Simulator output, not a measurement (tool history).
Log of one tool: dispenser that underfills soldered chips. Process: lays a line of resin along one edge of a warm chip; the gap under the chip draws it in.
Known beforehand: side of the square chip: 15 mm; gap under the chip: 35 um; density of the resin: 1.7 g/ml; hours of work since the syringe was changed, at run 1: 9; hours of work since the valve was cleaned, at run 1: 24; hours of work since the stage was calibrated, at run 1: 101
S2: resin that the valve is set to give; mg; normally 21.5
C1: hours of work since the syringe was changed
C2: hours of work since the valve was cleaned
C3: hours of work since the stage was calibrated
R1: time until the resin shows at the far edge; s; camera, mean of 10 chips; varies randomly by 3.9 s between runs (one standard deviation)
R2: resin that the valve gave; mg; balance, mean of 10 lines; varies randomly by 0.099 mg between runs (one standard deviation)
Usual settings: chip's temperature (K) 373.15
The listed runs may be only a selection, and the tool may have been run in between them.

{"run": 1, "day": 0.0, "chip's temperature (K)": 373.15, "S2": 21.5, "C1": 9, "C2": 24, "C3": 101, "R1": 701.4, "R2": 21.07}
{"day": 0.117, "done": "new syringe of resin"}
{"run": 2, "day": 0.321, "chip's temperature (K)": 373.15, "S2": 21.5, "C1": 3, "C2": 29, "C3": 105, "R1": 496.5, "R2": 20.92}
{"run": 3, "day": 0.533, "chip's temperature (K)": 373.15, "S2": 21.5, "C1": 7, "C2": 32, "C3": 109, "R1": 624.0, "R2": 20.82}
{"day": 0.788, "done": "new syringe of resin"}
{"run": 4, "day": 0.821, "chip's temperature (K)": 373.15, "S2": 21.5, "C1": 1, "C2": 36, "C3": 113, "R1": 417.9, "R2": 20.91}
{"run": 5, "day": 1.125, "chip's temperature (K)": 373.15, "S2": 21.5, "C1": 5, "C2": 41, "C3": 118, "R1": 567.9, "R2": 20.81}
{"day": 1.446, "done": "new syringe of resin"}
{"run": 6, "day": 1.471, "chip's temperature (K)": 373.15, "S2": 26.5, "C1": 0, "C2": 46, "C3": 123, "R1": 400.2, "R2": 25.42}
{"run": 7, "day": 1.779, "chip's temperature (K)": 373.15, "S2": 26.5, "C1": 5, "C2": 51, "C3": 128, "R1": 548.1, "R2": 25.58}
{"day": 2.112, "done": "new syringe of resin"}
{"run": 8, "day": 2.121, "chip's temperature (K)": 373.15, "S2": 20.3, "C1": 0, "C2": 56, "C3": 133, "R1": 402.2, "R2": 19.4}
{"run": 9, "day": 2.442, "chip's temperature (K)": 373.15, "S2": 21.5, "C1": 5, "C2": 62, "C3": 138, "R1": 553.0, "R2": 20.35}
{"day": 2.533, "done": "dispensing valve cleaned and set on the balance"}
{"run": 10, "day": 2.738, "chip's temperature (K)": 373.15, "S2": 21.5, "C1": 9, "C2": 3, "C3": 142, "R1": 710.4, "R2": 21.6}
{"day": 2.821, "done": "new syringe of resin"}
{"run": 11, "day": 3.108, "chip's temperature (K)": 373.15, "S2": 21.5, "C1": 5, "C2": 9, "C3": 148, "R1": 527.9, "R2": 21.27}
{"run": 12, "day": 3.371, "chip's temperature (K)": 386.15, "S2": 21.7, "C1": 9, "C2": 13, "C3": 152, "R1": 449.4, "R2": 21.39}
{"day": 3.492, "done": "new syringe of resin"}
{"run": 13, "day": 3.638, "chip's temperature (K)": 386.15, "S2": 21.7, "C1": 2, "C2": 17, "C3": 156, "R1": 297.1, "R2": 21.52}
{"run": 14, "day": 3.912, "chip's temperature (K)": 386.15, "S2": 24.8, "C1": 7, "C2": 21, "C3": 161, "R1": 389.3, "R2": 24.38}
{"day": 4.154, "done": "new syringe of resin"}
{"run": 15, "day": 4.196, "chip's temperature (K)": 364.15, "S2": 26.3, "C1": 1, "C2": 26, "C3": 165, "R1": 569.3, "R2": 25.78}
{"run": 16, "day": 4.433, "chip's temperature (K)": 364.15, "S2": 26.3, "C1": 4, "C2": 29, "C3": 169, "R1": 730.7, "R2": 25.77}
{"run": 17, "day": 4.733, "chip's temperature (K)": 366.15, "S2": 22.5, "C1": 9, "C2": 34, "C3": 173, "R1": 926.9, "R2": 22.02}
{"day": 4.817, "done": "new syringe of resin"}
{"run": 18, "day": 5.067, "chip's temperature (K)": 364.15, "S2": 20.2, "C1": 4, "C2": 39, "C3": 178, "R1": 728.9, "R2": 19.66}
{"run": 19, "day": 5.404, "chip's temperature (K)": 364.15, "S2": 20.2, "C1": 9, "C2": 45, "C3": 184, "R1": 1030.0, "R2": 19.51}
{"day": 5.475, "done": "new syringe of resin"}
{"run": 20, "day": 5.762, "chip's temperature (K)": 370.15, "S2": 24.1, "C1": 5, "C2": 50, "C3": 189, "R1": 610.3, "R2": 23.21}
{"run": 21, "day": 6.088, "chip's temperature (K)": 368.15, "S2": 19.5, "C1": 10, "C2": 55, "C3": 194, "R1": 937.0, "R2": 18.78}

4 options for the next run, each taken on its own from the tool as it stands now. Forecast them:
{"day": 6.154, "done": "new syringe of resin"}
{"run": "A", "day": 6.367, "chip's temperature (K)": 359.15, "S2": 19.8, "C1": 3, "C2": 59, "C3": 199, "R1": "?", "R2": "?"}
{"day": 6.154, "done": "new syringe of resin"}
{"run": "B", "day": 6.367, "chip's temperature (K)": 367.15, "S2": 22.5, "C1": 3, "C2": 59, "C3": 199, "R1": "?", "R2": "?"}
{"day": 6.154, "done": "new syringe of resin"}
{"run": "C", "day": 6.367, "chip's temperature (K)": 381.15, "S2": 21.4, "C1": 3, "C2": 59, "C3": 199, "R1": "?", "R2": "?"}
{"day": 6.154, "done": "new syringe of resin"}
{"run": "D", "day": 6.367, "chip's temperature (K)": 368.15, "S2": 20.9, "C1": 3, "C2": 59, "C3": 199, "R1": "?", "R2": "?"}

run=A R1=866.3 R2=18.85
run=B R1=621.2 R2=21.46
run=C R1=379.1 R2=20.32
run=D R1=604.8 R2=20.01
What these runs would have given with no unlogged condition in the tool:
run=A R1=672.5 R2=19.72
run=B R1=484.8 R2=22.45
run=C R1=296.0 R2=21.26
run=D R1=471.0 R2=20.93
